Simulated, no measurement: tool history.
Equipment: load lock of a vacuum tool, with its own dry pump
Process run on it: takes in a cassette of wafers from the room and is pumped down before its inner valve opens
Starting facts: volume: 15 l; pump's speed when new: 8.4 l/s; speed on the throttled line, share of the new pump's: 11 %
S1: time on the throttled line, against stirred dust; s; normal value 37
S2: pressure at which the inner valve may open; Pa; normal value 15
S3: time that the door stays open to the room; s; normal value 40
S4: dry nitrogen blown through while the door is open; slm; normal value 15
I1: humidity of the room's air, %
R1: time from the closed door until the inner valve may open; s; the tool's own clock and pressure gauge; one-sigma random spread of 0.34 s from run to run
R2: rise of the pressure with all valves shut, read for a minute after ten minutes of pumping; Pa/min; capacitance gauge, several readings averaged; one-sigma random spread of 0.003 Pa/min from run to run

run 1 hour=0 | S1=37 S2=15 S3=40 S4=15 | I1=44 | R1=49.9 R2=0.042
run 2 hour=61.5 | S1=37 S2=15 S3=40 S4=15 | I1=42.4 | R1=50 R2=0.037
run 3 hour=98.5 | S1=37 S2=15 S3=40 S4=15 | I1=43.5 | R1=50.1 R2=0.043
run 4 hour=143.1 | S1=37 S2=15 S3=150 S4=15 | I1=48.1 | R1=49.8 R2=0.071
run 5 hour=227.9 | S1=37 S2=15 S3=40 S4=15 | I1=45.3 | R1=50 R2=0.035
run 6 hour=265.5 | S1=37 S2=15 S3=40 S4=15 | I1=45.6 | R1=50.8 R2=0.043
run 7 hour=346.4 | S1=37 S2=15 S3=40 S4=15 | I1=42.4 | R1=50.3 R2=0.044
run 8 hour=386.3 | S1=37 S2=15 S3=40 S4=31 | I1=47.5 | R1=49.7 R2=0.036
run 9 hour=468.8 | S1=37 S2=15 S3=40 S4=31 | I1=46.5 | R1=50.4 R2=0.034
run 10 hour=513.9 | S1=37 S2=15 S3=40 S4=31 | I1=43 | R1=49.8 R2=0.035
run 11 hour=585.3 | S1=37 S2=15 S3=40 S4=31 | I1=45.2 | R1=49.9 R2=0.036
run 12 hour=635.7 | S1=37 S2=15 S3=40 S4=31 | I1=45.4 | R1=50 R2=0.043
run 13 hour=687 | S1=37 S2=15 S3=40 S4=31 | I1=45.9 | R1=49.8 R2=0.048
run 14 hour=727.1 | S1=37 S2=13 S3=40 S4=15 | I1=47.5 | R1=50.1 R2=0.049
run 15 hour=802.1 | S1=37 S2=13 S3=40 S4=15 | I1=46.9 | R1=50.7 R2=0.058
run 16 hour=863.4 | S1=37 S2=15 S3=122 S4=15 | I1=46.3 | R1=50.6 R2=0.077
run 17 hour=948.3 | S1=37 S2=15 S3=122 S4=15 | I1=46 | R1=49.5 R2=0.076
run 18 hour=1007.6 | S1=37 S2=15 S3=122 S4=15 | I1=43.1 | R1=50.3 R2=0.081
run 19 hour=1063.4 | S1=37 S2=15 S3=122 S4=15 | I1=41.7 | R1=50 R2=0.077
run 20 hour=1115.4 | S1=35 S2=12 S3=40 S4=36 | I1=50.9 | R1=49.6 R2=0.052
run 21 hour=1154.3 | S1=65 S2=20 S3=79 S4=7 | I1=46.7 | R1=73.7 R2=0.09
run 22 hour=1220.3 | S1=37 S2=15 S3=40 S4=15 | I1=46.4 | R1=50.2 R2=0.061
run 23 hour=1266.5 | S1=37 S2=15 S3=40 S4=15 | I1=44 | R1=50 R2=0.061
run 24 hour=1305.1 | S1=37 S2=15 S3=40 S4=15 | I1=45.7 | R1=50.6 R2=0.06
run 25 hour=1376.6 | S1=37 S2=15 S3=40 S4=15 | I1=44.6 | R1=49.8 R2=0.065
run 26 hour=1439.4 | S1=37 S2=15 S3=40 S4=15 | I1=45.7 | R1=50.5 R2=0.066
run 27 hour=1476.9 | S1=57 S2=10 S3=75 S4=5 | I1=45.7 | R1=68.5 R2=0.107
run 28 hour=1527.9 | S1=39 S2=19 S3=29 S4=14 | I1=45.7 | R1=51.3 R2=0.062
run 29 hour=1577.2 | S1=39 S2=19 S3=29 S4=14 | I1=43 | R1=51.3 R2=0.066
run 30 hour=1652.4 | S1=19 S2=19 S3=34 S4=8 | I1=46.4 | R1=33.9 R2=0.082
run 31 hour=1703.3 | S1=19 S2=19 S3=34 S4=8 | I1=49.6 | R1=34.1 R2=0.084
run 32 hour=1769.7 | S1=66 S2=12 S3=34 S4=5 | I1=44.5 | R1=76 R2=0.089
run 33 hour=1847.8 | S1=41 S2=12 S3=111 S4=36 | I1=42.5 | R1=54.5 R2=0.073
run 34 hour=1899.5 | S1=37 S2=15 S3=54 S4=29 | I1=41.1 | R1=49.7 R2=0.065
run 35 hour=1936.6 | S1=28 S2=15 S3=170 S4=13 | I1=46.2 | R1=41.9 R2=0.121
run 36 hour=2009.9 | S1=33 S2=15 S3=42 S4=8 | I1=43.3 | R1=46.9 R2=0.091

What if the next run were any one of these 4? Each begins from the tool's condition after run 36:
run A hour=2073.9 | S1=37 S2=16 S3=40 S4=34 | I1=46.4 | R1=? R2=?
run B hour=2073.9 | S1=37 S2=14 S3=40 S4=15 | I1=41.2 | R1=? R2=?
run C hour=2073.9 | S1=30 S2=15 S3=198 S4=10 | I1=42.8 | R1=? R2=?
run D hour=2073.9 | S1=33 S2=19 S3=42 S4=17 | I1=45.9 | R1=? R2=?

run=A R1=50 R2=0.067
run=B R1=50.4 R2=0.083
run=C R1=43.9 R2=0.131
run=D R1=46.8 R2=0.079
Without the tool's unlogged condition, the same runs would have read:
run=A R1=48.7 R2=0.017
run=B R1=49 R2=0.033
run=C R1=42.5 R2=0.081
run=D R1=45.4 R2=0.029

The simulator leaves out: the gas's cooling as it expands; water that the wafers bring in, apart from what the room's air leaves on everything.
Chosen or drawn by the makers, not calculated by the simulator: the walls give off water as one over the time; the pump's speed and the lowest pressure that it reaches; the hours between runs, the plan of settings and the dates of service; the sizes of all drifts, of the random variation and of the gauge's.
